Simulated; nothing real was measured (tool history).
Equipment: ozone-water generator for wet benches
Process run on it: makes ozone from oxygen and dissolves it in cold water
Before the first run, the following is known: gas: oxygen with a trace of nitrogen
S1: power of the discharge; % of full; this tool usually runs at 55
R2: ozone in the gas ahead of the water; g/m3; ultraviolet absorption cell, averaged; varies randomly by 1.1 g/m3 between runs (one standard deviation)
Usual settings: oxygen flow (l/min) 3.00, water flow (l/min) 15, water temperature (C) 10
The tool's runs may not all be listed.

{"run": 1, "hour": 0.0, "S1": 55, "oxygen flow (l/min)": 3.0, "water flow (l/min)": 15, "water temperature (C)": 10, "dissolved ozone (ppm)": 16.6, "R2": 206.7}
{"run": 2, "hour": 68.6, "S1": 55, "oxygen flow (l/min)": 3.0, "water flow (l/min)": 15, "water temperature (C)": 10, "dissolved ozone (ppm)": 16.5, "R2": 203.0}
{"run": 3, "hour": 109.5, "S1": 55, "oxygen flow (l/min)": 3.0, "water flow (l/min)": 9, "water temperature (C)": 10, "dissolved ozone (ppm)": 24.9, "R2": 202.1}
{"run": 4, "hour": 172.6, "S1": 55, "oxygen flow (l/min)": 3.0, "water flow (l/min)": 9, "water temperature (C)": 10, "dissolved ozone (ppm)": 25.2, "R2": 200.6}
{"run": 5, "hour": 237.0, "S1": 55, "oxygen flow (l/min)": 3.0, "water flow (l/min)": 9, "water temperature (C)": 10, "dissolved ozone (ppm)": 25.2, "R2": 203.0}
{"run": 6, "hour": 290.1, "S1": 55, "oxygen flow (l/min)": 3.28, "water flow (l/min)": 9, "water temperature (C)": 8, "dissolved ozone (ppm)": 26.0, "R2": 196.6}
{"run": 7, "hour": 350.9, "S1": 79, "oxygen flow (l/min)": 3.28, "water flow (l/min)": 11, "water temperature (C)": 8, "dissolved ozone (ppm)": 31.6, "R2": 270.4}
{"run": 8, "hour": 406.2, "S1": 70, "oxygen flow (l/min)": 2.64, "water flow (l/min)": 11, "water temperature (C)": 8, "dissolved ozone (ppm)": 26.3, "R2": 258.8}
{"run": 9, "hour": 441.4, "S1": 45, "oxygen flow (l/min)": 3.0, "water flow (l/min)": 15, "water temperature (C)": 6, "dissolved ozone (ppm)": 14.3, "R2": 168.2}

Predict the results of run 10:
{"run": 10, "hour": 491.5, "S1": 45, "oxygen flow (l/min)": 3.0, "water flow (l/min)": 15, "water temperature (C)": 6, "dissolved ozone (ppm)": "?", "R2": "?"}

Run 10 produced dissolved ozone (ppm) 14.2, R2 169.0 g/m3.
Minus the tool's unlogged condition, the same run would have read dissolved ozone (ppm) 14.2, R2 171.2 g/m3.
